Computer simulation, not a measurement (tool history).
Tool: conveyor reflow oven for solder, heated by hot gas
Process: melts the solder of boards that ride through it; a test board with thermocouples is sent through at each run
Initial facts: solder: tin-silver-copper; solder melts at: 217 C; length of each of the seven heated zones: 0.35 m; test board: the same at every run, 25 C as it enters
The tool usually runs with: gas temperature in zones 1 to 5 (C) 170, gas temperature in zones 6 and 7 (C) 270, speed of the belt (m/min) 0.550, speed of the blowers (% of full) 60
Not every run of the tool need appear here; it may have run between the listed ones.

run	hour	gas temperature in zones 1 to 5 (C)	gas temperature in zones 6 and 7 (C)	speed of the belt (m/min)	speed of the blowers (% of full)	highest temperature of the board (C)	time above the solder's melting point (s)
1	0.0	170	270	0.550	60	250.5	53.8
2	57.2	170	270	0.550	60	250.8	53.9
3	110.6	170	270	0.550	60	250.3	53.8
4	191.8	170	270	0.550	60	250.0	52.9
5	272.1	170	270	0.550	60	249.2	53.4
# hour 285.9: flux residue cleaned out of gas plates and filters
6	322.1	170	270	0.550	60	251.0	54.3
7	379.3	170	270	0.621	60	246.1	44.1
8	424.7	177	270	0.550	60	251.6	57.9
9	504.4	170	270	0.550	60	249.5	54.0
10	552.7	170	270	0.550	60	249.2	54.4
11	603.9	170	270	0.550	60	249.5	53.6
# hour 682.5: flux residue cleaned out of gas plates and filters
12	697.7	174	270	0.550	60	251.5	56.7
13	744.0	174	270	0.550	60	251.1	57.4
14	806.2	170	270	0.550	60	250.6	54.6
# hour 815.9: thermocouples of zones 6 and 7 changed
# hour 876.2: belt drive overhauled, speed set with a stopwatch
15	876.6	170	267	0.585	60	246.0	45.7
16	930.7	179	267	0.585	57	246.9	50.1
17	1011.2	179	267	0.585	57	246.8	49.1
# hour 1080.8: flux residue cleaned out of gas plates and filters
18	1089.7	179	267	0.585	57	247.5	50.8
19	1186.2	179	274	0.554	61	256.3	59.7
20	1258.8	179	274	0.554	61	255.5	59.9
21	1356.1	171	276	0.575	89	257.9	58.0
22	1454.4	183	270	0.522	63	253.8	65.6

Predict the results of run 23:
# hour 1474.8: flux residue cleaned out of gas plates and filters
23	1555.6	175	270	0.550	67	?	?

{"run 23": {"highest temperature of the board (C)": 253.2, "time above the solder's melting point (s)": 58.2}}
With no hidden state in the tool, this same run would have given highest temperature of the board (C) 254.1, time above the solder's melting point (s) 58.2.
